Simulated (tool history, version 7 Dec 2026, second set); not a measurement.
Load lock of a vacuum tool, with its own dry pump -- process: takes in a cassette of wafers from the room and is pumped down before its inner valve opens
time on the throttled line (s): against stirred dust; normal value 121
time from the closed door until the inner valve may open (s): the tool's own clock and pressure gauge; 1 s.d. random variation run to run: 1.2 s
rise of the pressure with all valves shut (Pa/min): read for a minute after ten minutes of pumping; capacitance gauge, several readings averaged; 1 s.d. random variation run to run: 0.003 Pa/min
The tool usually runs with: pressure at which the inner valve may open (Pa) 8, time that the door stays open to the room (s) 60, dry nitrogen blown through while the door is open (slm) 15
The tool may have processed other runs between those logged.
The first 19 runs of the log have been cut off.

| run | day | time on the throttled line (s) | pressure at which the inner valve may open (Pa) | time that the door stays open to the room (s) | dry nitrogen blown through while the door is open (slm) | hours that the pump has run since its overhaul | times that the door has closed on its seal | incoming humidity of the room's air, % | time from the closed door until the inner valve may open (s) | rise of the pressure with all valves shut (Pa/min) |
|---|---|---|---|---|---|---|---|---|---|---|
| 20 | 77.875 | 99 | 8 | 173 | 39 | 4909 | 34495 | 45.8 | 176.9 | 0.568 |
| 21 | 80.358 | 171 | 8 | 60 | 33 | 4969 | 34648 | 49.2 | 242.3 | 0.534 |
| 22 | 83.304 | 100 | 7 | 60 | 33 | 5039 | 34829 | 44.4 | 179.8 | 0.526 |
| 23 | 85.929 | 100 | 7 | 60 | 33 | 5102 | 34991 | 44.4 | 183.5 | 0.543 |
| 24 | 90.812 | 100 | 8 | 60 | 33 | 5220 | 35292 | 43.4 | 181.9 | 0.55 |
| 25 | 95.367 | 100 | 8 | 60 | 33 | 5329 | 35572 | 42.6 | 180.2 | 0.554 |
| 26 | 100.85 | 121 | 15 | 198 | 14 | 5460 | 35910 | 43.6 | 192.3 | 0.633 |
| 27 | 106.358 | 119 | 15 | 222 | 14 | 5593 | 36250 | 42.7 | 190.7 | 0.661 |
| 28 | 109.221 | 119 | 15 | 40 | 37 | 5661 | 36426 | 45.8 | 192.2 | 0.563 |

Run 29 is up next; what results do you expect?
| 29 | 113.05 | 167 | 14 | 44 | 7 | 5753 | 36662 | 45.2 | ? | ? |

time from the closed door until the inner valve may open (s): 236
rise of the pressure with all valves shut (Pa/min): 0.587
If the tool had no hidden condition, the same run with the same run-to-run variation would have returned time from the closed door until the inner valve may open (s) 231.6, rise of the pressure with all valves shut (Pa/min) 0.04.

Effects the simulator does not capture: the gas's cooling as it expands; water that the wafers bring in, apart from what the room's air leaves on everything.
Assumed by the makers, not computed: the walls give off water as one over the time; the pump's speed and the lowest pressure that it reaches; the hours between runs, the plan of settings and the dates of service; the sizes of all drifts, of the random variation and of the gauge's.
